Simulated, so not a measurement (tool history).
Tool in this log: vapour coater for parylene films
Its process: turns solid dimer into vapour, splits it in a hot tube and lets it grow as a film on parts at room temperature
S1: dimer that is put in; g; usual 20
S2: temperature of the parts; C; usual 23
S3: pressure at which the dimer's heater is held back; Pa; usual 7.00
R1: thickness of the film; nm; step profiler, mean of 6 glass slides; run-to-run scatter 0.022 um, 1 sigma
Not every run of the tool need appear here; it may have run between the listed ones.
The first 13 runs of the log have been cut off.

run     day  S1  S2    S3    R1
 14   7.454  20  23  7.00  2720
 15   8.033  20  23  7.00  2660
 16   8.396  20  23  7.00  2640
 17   9.042   9  22  4.62  1340
 18   9.675  21  28  7.00  2310
 19  10.308  21  28  7.00  2320
 20  10.950  12  24  2.89  1760
 21  11.233  36  24  2.89  5350
 22  11.875  36  20  5.01  5660
 23  12.542   8  22  3.20  1190
 24  13.033  11  23  2.70  1720
 25  13.600  24  29  7.00  2510
 26  14.250  24  29  7.00  2480
 27  14.783  24  29  7.00  2470
 28  15.096   9  23  9.19  1130
 29  15.612   9  23  2.05  1460
 30  16.175  31  18  4.26  5260

3 options for the next run, each taken on its own from the tool as it stands now. Forecast them:
  A  16.783  15  18  2.44   ?
  B  16.783  18  16  4.84   ?
  C  16.783   9  18  4.26   ?

run    R1
  A  2780
  B  3180
  C  1480
The same runs, with their run-to-run variation unchanged, on a tool lacking any hidden condition would have given:
run    R1
  A  3010
  B  3450
  C  1600

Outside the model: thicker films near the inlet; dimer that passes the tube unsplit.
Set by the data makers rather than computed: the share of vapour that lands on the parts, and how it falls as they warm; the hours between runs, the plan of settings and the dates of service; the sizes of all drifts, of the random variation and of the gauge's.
